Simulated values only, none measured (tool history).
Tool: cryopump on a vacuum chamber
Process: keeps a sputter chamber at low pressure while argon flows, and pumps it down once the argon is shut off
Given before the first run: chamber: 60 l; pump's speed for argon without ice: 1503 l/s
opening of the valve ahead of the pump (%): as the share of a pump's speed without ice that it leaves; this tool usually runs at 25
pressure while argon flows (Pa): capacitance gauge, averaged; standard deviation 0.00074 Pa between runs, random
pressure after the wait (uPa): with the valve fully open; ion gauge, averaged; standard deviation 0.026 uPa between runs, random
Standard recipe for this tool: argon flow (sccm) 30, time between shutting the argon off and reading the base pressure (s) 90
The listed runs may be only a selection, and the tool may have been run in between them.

run   hour  argon flow (sccm)  time between shutting the argon off and reading the base pressure (s)  opening of the valve ahead of the pump (%)  pressure while argon flows (Pa)  pressure after the wait (uPa)
  1    0.0                 30                                                                     90                                          25                           0.1394                           2.48
  2   19.8                 30                                                                     90                                          25                           0.1388                           2.53
  3   36.8                 30                                                                     90                                          25                           0.1380                           2.54
  4   53.6                 30                                                                     90                                          25                           0.1380                           2.52
  5   65.2                 30                                                                     90                                          25                           0.1384                           2.47
  6   87.1                 30                                                                     90                                          25                           0.1386                           2.60
  7   99.0                 30                                                                     90                                          25                           0.1374                           2.62
  8  119.1                 19                                                                     90                                          25                           0.0879                           2.72
  9  135.6                 19                                                                     90                                          25                           0.0890                           2.68
 10  155.6                 30                                                                     30                                          25                           0.1397                           4.67
 11  172.4                 30                                                                     30                                          15                           0.2295                           4.64
 12  189.3                 30                                                                     30                                          15                           0.2318                           4.65
 13  201.2                 54                                                                     90                                          25                           0.2539                           2.82
 14  221.2                 54                                                                     90                                          25                           0.2551                           2.83
 15  240.2                 54                                                                     90                                          25                           0.2534                           2.83
 16  258.8                 54                                                                    133                                          25                           0.2557                           2.52
 17  270.9                 54                                                                    133                                          25                           0.2537                           2.57
     279.8  -- pump warmed up, emptied and cooled again
 18  297.1                 40                                                                     43                                          23                           0.1972                           3.66
 19  308.1                 40                                                                     43                                          23                           0.1963                           3.67
 20  323.7                 43                                                                     91                                          52                           0.0940                           2.74
 21  345.1                 19                                                                     53                                          56                           0.0379                           3.20
 22  355.4                 19                                                                     53                                          56                           0.0381                           3.42
 23  377.3                 15                                                                     28                                          55                           0.0325                           4.75
 24  387.3                 15                                                                     28                                          55                           0.0321                           4.91
 25  408.0                 21                                                                     90                                          25                           0.0965                           2.87
 26  426.9                 21                                                                     90                                          25                           0.0952                           2.89
 27  442.4                 17                                                                    107                                          39                           0.0509                           2.64
 28  460.2                 21                                                                     66                                          57                           0.0435                           3.20
 29  471.4                 21                                                                     66                                          57                           0.0435                           3.18
 30  486.5                 21                                                                     66                                          57                           0.0447                           3.21
 31  502.8                 14                                                                    130                                          33                           0.0490                           2.69
 32  519.8                 14                                                                    130                                          33                           0.0488                           2.62
 33  531.9                 47                                                                     31                                          33                           0.1656                           4.93
 34  543.1                 30                                                                     69                                          26                           0.1333                           3.43

Branching from run 34: 4 alternative next runs. What would each branch give?
  A  556.5                 15                                                                     21                                          26                                ?                              ?
  B  556.5                 24                                                                     90                                          25                                ?                              ?
  C  556.5                 27                                                                     90                                          25                                ?                              ?
  D  556.5                 22                                                                     69                                          26                                ?                              ?

run  pressure while argon flows (Pa)  pressure after the wait (uPa)
  A                           0.0680                           6.06
  B                           0.1123                           3.02
  C                           0.1245                           3.16
  D                           0.0974                           3.22
Had the tool no hidden state, the same runs would have come out as:
run  pressure while argon flows (Pa)  pressure after the wait (uPa)
  A                           0.0659                           4.19
  B                           0.1090                           1.14
  C                           0.1208                           1.21
  D                           0.0944                           1.36
